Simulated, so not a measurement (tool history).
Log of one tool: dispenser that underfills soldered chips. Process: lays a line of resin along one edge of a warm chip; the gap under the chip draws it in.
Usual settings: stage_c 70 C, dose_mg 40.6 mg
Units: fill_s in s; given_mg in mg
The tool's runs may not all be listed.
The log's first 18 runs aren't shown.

run,hour,stage_c,dose_mg,hours of work since the syringe was changed,hours of work since the valve was cleaned,hours of work since the stage was calibrated,fill_s,given_mg
19,80.5,70,41,5,26,172,205.4,40.17
# hour 85.9: new syringe of resin
20,86.5,84,38.4,0,31,177,73.1,37.44
21,91.5,68,35,4,35,181,234.5,34.28
22,96.4,73,48.9,8,39,184,230,47.46
# hour 97.4: new syringe of resin
23,101,73,48.9,3,42,188,148.1,47.29
24,104.6,64,36,6,45,191,317.9,35.12
# hour 108.9: new syringe of resin
25,110.5,74,37.9,1,49,195,129.8,36.93
26,114.9,76,49.7,5,53,199,148.8,47.84
27,117.5,63,48.8,7,55,201,355,46.77
# hour 120.3: new syringe of resin
28,123.1,70,48.1,2,59,205,169.1,46.21
29,128.6,78,48.1,7,63,209,155.7,45.91
# hour 131.9: new syringe of resin
30,132.9,57,41,1,66,212,321,39.37
31,137.7,57,41,5,70,216,423.7,39.05
32,142.5,57,41,8,74,220,587.1,39.15
# hour 143.6: new syringe of resin
33,147,57,38.9,3,77,223,381,37.19
34,150.7,69,50.3,6,80,226,241.9,47.59
# hour 154.9: new syringe of resin
35,156.2,69,50.3,1,84,230,163.4,47.19

Forecast each of these 4 alternatives for the next run:
A,161.5,80,39.9,5,88,234,?,?
B,161.5,73,50.3,5,88,234,?,?
C,161.5,83,40.6,5,88,234,?,?
D,161.5,55,50.3,5,88,234,?,?

run,fill_s,given_mg
A,134.4,37.79
B,186,47.43
C,112.4,37.98
D,501.3,47.41
Without the tool's hidden state the same runs would have given:
run,fill_s,given_mg
A,80.3,40.15
B,111.4,50.39
C,67.2,40.36
D,297.2,50.38
